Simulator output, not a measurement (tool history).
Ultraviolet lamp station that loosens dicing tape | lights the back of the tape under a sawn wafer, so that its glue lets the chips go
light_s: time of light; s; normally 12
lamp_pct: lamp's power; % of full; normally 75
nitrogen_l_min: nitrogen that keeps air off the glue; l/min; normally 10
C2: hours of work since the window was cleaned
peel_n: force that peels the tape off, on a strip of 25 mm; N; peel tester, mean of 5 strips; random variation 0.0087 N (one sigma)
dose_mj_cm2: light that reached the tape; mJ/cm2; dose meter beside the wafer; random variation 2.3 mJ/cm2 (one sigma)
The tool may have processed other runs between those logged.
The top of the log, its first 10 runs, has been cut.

{"run": 11, "hour": 302.8, "light_s": 12, "lamp_pct": 75, "nitrogen_l_min": 7, "hours of work of the lamp": 1322, "C2": 206, "peel_n": 0.434, "dose_mj_cm2": 209}
{"run": 12, "hour": 325.1, "light_s": 12, "lamp_pct": 75, "nitrogen_l_min": 8, "hours of work of the lamp": 1337, "C2": 221, "peel_n": 0.386, "dose_mj_cm2": 214}
{"run": 13, "hour": 370.1, "light_s": 12, "lamp_pct": 75, "nitrogen_l_min": 8, "hours of work of the lamp": 1368, "C2": 252, "peel_n": 0.407, "dose_mj_cm2": 210}
{"run": 14, "hour": 398.1, "light_s": 12, "lamp_pct": 75, "nitrogen_l_min": 8, "hours of work of the lamp": 1387, "C2": 271, "peel_n": 0.389, "dose_mj_cm2": 211}
{"run": 15, "hour": 441.8, "light_s": 12, "lamp_pct": 75, "nitrogen_l_min": 8, "hours of work of the lamp": 1416, "C2": 301, "peel_n": 0.412, "dose_mj_cm2": 208}
{"hour": 471.4, "done": "window cleaned of glue's vapour"}
{"run": 16, "hour": 483.4, "light_s": 12, "lamp_pct": 75, "nitrogen_l_min": 8, "hours of work of the lamp": 1444, "C2": 8, "peel_n": 0.414, "dose_mj_cm2": 208}
{"run": 17, "hour": 515.7, "light_s": 12, "lamp_pct": 75, "nitrogen_l_min": 8, "hours of work of the lamp": 1466, "C2": 30, "peel_n": 0.388, "dose_mj_cm2": 210}
{"run": 18, "hour": 540.0, "light_s": 12, "lamp_pct": 75, "nitrogen_l_min": 5, "hours of work of the lamp": 1483, "C2": 47, "peel_n": 0.527, "dose_mj_cm2": 208}
{"run": 19, "hour": 573.2, "light_s": 12, "lamp_pct": 75, "nitrogen_l_min": 5, "hours of work of the lamp": 1506, "C2": 69, "peel_n": 0.541, "dose_mj_cm2": 205}
{"run": 20, "hour": 601.6, "light_s": 24, "lamp_pct": 89, "nitrogen_l_min": 5, "hours of work of the lamp": 1525, "C2": 89, "peel_n": 0.203, "dose_mj_cm2": 496}
{"run": 21, "hour": 641.5, "light_s": 8, "lamp_pct": 67, "nitrogen_l_min": 12, "hours of work of the lamp": 1552, "C2": 116, "peel_n": 0.861, "dose_mj_cm2": 122}
{"run": 22, "hour": 675.7, "light_s": 8, "lamp_pct": 67, "nitrogen_l_min": 12, "hours of work of the lamp": 1575, "C2": 139, "peel_n": 0.872, "dose_mj_cm2": 126}
{"run": 23, "hour": 695.5, "light_s": 12, "lamp_pct": 90, "nitrogen_l_min": 10, "hours of work of the lamp": 1589, "C2": 152, "peel_n": 0.275, "dose_mj_cm2": 253}
{"run": 24, "hour": 728.5, "light_s": 14, "lamp_pct": 74, "nitrogen_l_min": 14, "hours of work of the lamp": 1611, "C2": 175, "peel_n": 0.271, "dose_mj_cm2": 239}
{"run": 25, "hour": 766.5, "light_s": 14, "lamp_pct": 74, "nitrogen_l_min": 14, "hours of work of the lamp": 1637, "C2": 201, "peel_n": 0.269, "dose_mj_cm2": 240}
{"run": 26, "hour": 799.7, "light_s": 14, "lamp_pct": 70, "nitrogen_l_min": 9, "hours of work of the lamp": 1660, "C2": 223, "peel_n": 0.323, "dose_mj_cm2": 224}
{"run": 27, "hour": 821.6, "light_s": 11, "lamp_pct": 77, "nitrogen_l_min": 12, "hours of work of the lamp": 1675, "C2": 238, "peel_n": 0.371, "dose_mj_cm2": 197}
{"run": 28, "hour": 859.1, "light_s": 12, "lamp_pct": 63, "nitrogen_l_min": 8, "hours of work of the lamp": 1700, "C2": 264, "peel_n": 0.56, "dose_mj_cm2": 176}
{"run": 29, "hour": 880.4, "light_s": 12, "lamp_pct": 86, "nitrogen_l_min": 18, "hours of work of the lamp": 1715, "C2": 278, "peel_n": 0.249, "dose_mj_cm2": 239}
{"run": 30, "hour": 906.4, "light_s": 13, "lamp_pct": 86, "nitrogen_l_min": 18, "hours of work of the lamp": 1732, "C2": 296, "peel_n": 0.232, "dose_mj_cm2": 261}
{"run": 31, "hour": 927.9, "light_s": 12, "lamp_pct": 75, "nitrogen_l_min": 14, "hours of work of the lamp": 1747, "C2": 311, "peel_n": 0.305, "dose_mj_cm2": 211}
{"hour": 941.4, "done": "window cleaned of glue's vapour"}
{"run": 32, "hour": 949.3, "light_s": 12, "lamp_pct": 65, "nitrogen_l_min": 14, "hours of work of the lamp": 1761, "C2": 5, "peel_n": 0.391, "dose_mj_cm2": 180}
{"run": 33, "hour": 979.0, "light_s": 22, "lamp_pct": 94, "nitrogen_l_min": 5, "hours of work of the lamp": 1781, "C2": 26, "peel_n": 0.202, "dose_mj_cm2": 485}
{"run": 34, "hour": 1004.9, "light_s": 15, "lamp_pct": 94, "nitrogen_l_min": 4, "hours of work of the lamp": 1799, "C2": 43, "peel_n": 0.289, "dose_mj_cm2": 332}

The next listed run, before its measurement:
{"run": 35, "hour": 1050.1, "light_s": 15, "lamp_pct": 94, "nitrogen_l_min": 4, "hours of work of the lamp": 1830, "C2": 74, "peel_n": "?", "dose_mj_cm2": "?"}

Run 35 produced peel_n 0.277 N, dose_mj_cm2 329 mJ/cm2.
If the tool had no hidden condition, the same run with the same run-to-run variation would have returned peel_n 0.276 N, dose_mj_cm2 329 mJ/cm2.
